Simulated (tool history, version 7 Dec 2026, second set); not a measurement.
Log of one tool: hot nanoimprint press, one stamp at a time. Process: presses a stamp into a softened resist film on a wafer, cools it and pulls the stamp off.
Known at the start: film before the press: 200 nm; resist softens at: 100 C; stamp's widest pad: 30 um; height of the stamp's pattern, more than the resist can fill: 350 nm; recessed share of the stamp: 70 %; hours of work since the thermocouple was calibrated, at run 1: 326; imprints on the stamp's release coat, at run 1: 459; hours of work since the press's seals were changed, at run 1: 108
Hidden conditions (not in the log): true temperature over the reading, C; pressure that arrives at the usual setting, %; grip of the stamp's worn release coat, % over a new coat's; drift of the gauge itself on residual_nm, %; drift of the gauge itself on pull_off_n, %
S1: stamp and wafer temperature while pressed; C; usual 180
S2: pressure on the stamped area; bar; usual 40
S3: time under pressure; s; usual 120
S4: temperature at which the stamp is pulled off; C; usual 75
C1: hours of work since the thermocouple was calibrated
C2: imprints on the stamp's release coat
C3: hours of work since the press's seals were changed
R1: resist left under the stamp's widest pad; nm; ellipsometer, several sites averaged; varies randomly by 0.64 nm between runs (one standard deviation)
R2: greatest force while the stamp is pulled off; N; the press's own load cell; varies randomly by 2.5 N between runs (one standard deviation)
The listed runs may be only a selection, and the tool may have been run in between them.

run 1 hour=0 | S1=180 S2=40 S3=120 S4=75 | C1=326 C2=459 C3=108 | R1=113.1 R2=190
run 2 hour=16.7 | S1=180 S2=40 S3=120 S4=75 | C1=336 C2=495 C3=118 | R1=112.4 R2=195
run 3 hour=36.9 | S1=180 S2=40 S3=120 S4=75 | C1=348 C2=539 C3=130 | R1=111.1 R2=194
run 4 hour=52.9 | S1=180 S2=40 S3=120 S4=75 | C1=357 C2=574 C3=139 | R1=112.5 R2=194
run 5 hour=73.8 | S1=180 S2=34.2 S3=120 S4=75 | C1=369 C2=619 C3=151 | R1=119.3 R2=197
run 6 hour=83.7 | S1=180 S2=34.2 S3=120 S4=75 | C1=375 C2=641 C3=157 | R1=120.7 R2=197
run 7 hour=94.8 | S1=180 S2=34.2 S3=120 S4=75 | C1=382 C2=665 C3=163 | R1=119.7 R2=199
run 8 hour=104.6 | S1=180 S2=34.2 S3=120 S4=72 | C1=387 C2=686 C3=169 | R1=119.6 R2=213
run 9 hour=113.6 | S1=180 S2=36.5 S3=120 S4=69 | C1=393 C2=706 C3=174 | R1=116.7 R2=233
-- hour=119.5 plate thermocouple calibrated
run 10 hour=133.1 | S1=188 S2=40 S3=128 S4=75 | C1=8 C2=742 C3=184 | R1=89.6 R2=192
-- hour=143.7 stamp cleaned and given a new release coat
run 11 hour=160 | S1=188 S2=40 S3=128 S4=75 | C1=20 C2=35 C3=196 | R1=89.7 R2=182
run 12 hour=177.1 | S1=180 S2=28.2 S3=97 S4=75 | C1=30 C2=72 C3=206 | R1=137.3 R2=180
-- hour=187.8 plate thermocouple calibrated, once more
run 13 hour=199.5 | S1=180 S2=40 S3=152 S4=75 | C1=7 C2=114 C3=217 | R1=108.8 R2=190
run 14 hour=209.2 | S1=173 S2=24.4 S3=62 S4=81 | C1=13 C2=135 C3=223 | R1=175.3 R2=159

What if the next run were any one of these 3? Each begins from the tool's condition after run 14:
run A hour=221 | S1=179 S2=29.6 S3=223 S4=75 | C1=19 C2=161 C3=230 | R1=? R2=?
run B hour=221 | S1=173 S2=25.9 S3=72 S4=81 | C1=19 C2=161 C3=230 | R1=? R2=?
run C hour=221 | S1=189 S2=40 S3=120 S4=75 | C1=19 C2=161 C3=230 | R1=? R2=?

run=A R1=112.8 R2=192
run=B R1=170.2 R2=164
run=C R1=93.9 R2=193
Take away the tool's hidden state, keep each run's random variation, and the runs would have read:
run=A R1=113.2 R2=189
run=B R1=170.5 R2=162
run=C R1=94.2 R2=190

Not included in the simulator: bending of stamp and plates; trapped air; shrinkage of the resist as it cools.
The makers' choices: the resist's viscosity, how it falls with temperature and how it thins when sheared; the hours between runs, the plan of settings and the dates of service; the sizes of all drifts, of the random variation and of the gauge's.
